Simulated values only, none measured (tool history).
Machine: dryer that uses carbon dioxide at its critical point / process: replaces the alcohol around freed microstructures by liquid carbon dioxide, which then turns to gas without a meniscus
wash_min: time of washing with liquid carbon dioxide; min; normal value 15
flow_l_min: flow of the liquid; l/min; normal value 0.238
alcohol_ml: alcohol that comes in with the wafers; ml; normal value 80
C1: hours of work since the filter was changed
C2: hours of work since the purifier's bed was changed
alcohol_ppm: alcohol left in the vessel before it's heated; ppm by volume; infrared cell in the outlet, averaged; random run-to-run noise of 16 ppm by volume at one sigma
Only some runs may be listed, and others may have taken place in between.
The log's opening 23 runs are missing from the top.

Run 24, day 22.504: usual settings but wash_min 20 min; C1 322; C2 124. Result: alcohol_ppm 300 ppm by volume.
Run 25, day 23.475: usual settings but flow_l_min 0.221 l/min, alcohol_ml 20 ml; C1 339; C2 140. Result: alcohol_ppm 497 ppm by volume.
Run 26, day 24.292: usual settings but flow_l_min 0.221 l/min, alcohol_ml 20 ml; C1 353; C2 154. Result: alcohol_ppm 493 ppm by volume.
Run 27, day 25.696: usual settings but flow_l_min 0.221 l/min, alcohol_ml 20 ml; C1 376; C2 178. Result: alcohol_ppm 519 ppm by volume.
Run 28, day 26.525: usual settings but wash_min 12 min, flow_l_min 0.221 l/min, alcohol_ml 50 ml; C1 390; C2 192. Result: alcohol_ppm 2938 ppm by volume.
Run 29, day 27.629: usual settings but wash_min 10 min; C1 409; C2 211. Result: alcohol_ppm 6696 ppm by volume.
Run 30, day 28.704: usual settings but wash_min 10 min; C1 427; C2 229. Result: alcohol_ppm 6944 ppm by volume.
Run 31, day 29.817: usual settings but wash_min 10 min; C1 446; C2 248. Result: alcohol_ppm 6906 ppm by volume.
Run 32, day 30.942: usual settings but wash_min 12 min, alcohol_ml 30 ml; C1 465; C2 267. Result: alcohol_ppm 1491 ppm by volume.
Run 33, day 32.104: usual settings but wash_min 12 min, alcohol_ml 30 ml; C1 485; C2 287. Result: alcohol_ppm 1501 ppm by volume.
Run 34, day 33.017: usual settings but wash_min 12 min, alcohol_ml 30 ml; C1 501; C2 302. Result: alcohol_ppm 1530 ppm by volume.
At day 33.267: inlet filter changed.
Run 35, day 34.458: usual settings but flow_l_min 0.389 l/min, alcohol_ml 45 ml; C1 20; C2 326. Result: alcohol_ppm 96 ppm by volume.

Run 36, settings as shown, results not yet in. Your forecast:
Run 36, day 35.546: usual settings but flow_l_min 0.389 l/min, alcohol_ml 45 ml; C1 39; C2 345. Result: alcohol_ppm ?.

{"run 36": {"alcohol_ppm": 103}}
On a tool with no hidden condition, and with the same random variation, this run would have come out at alcohol_ppm 32 ppm by volume.
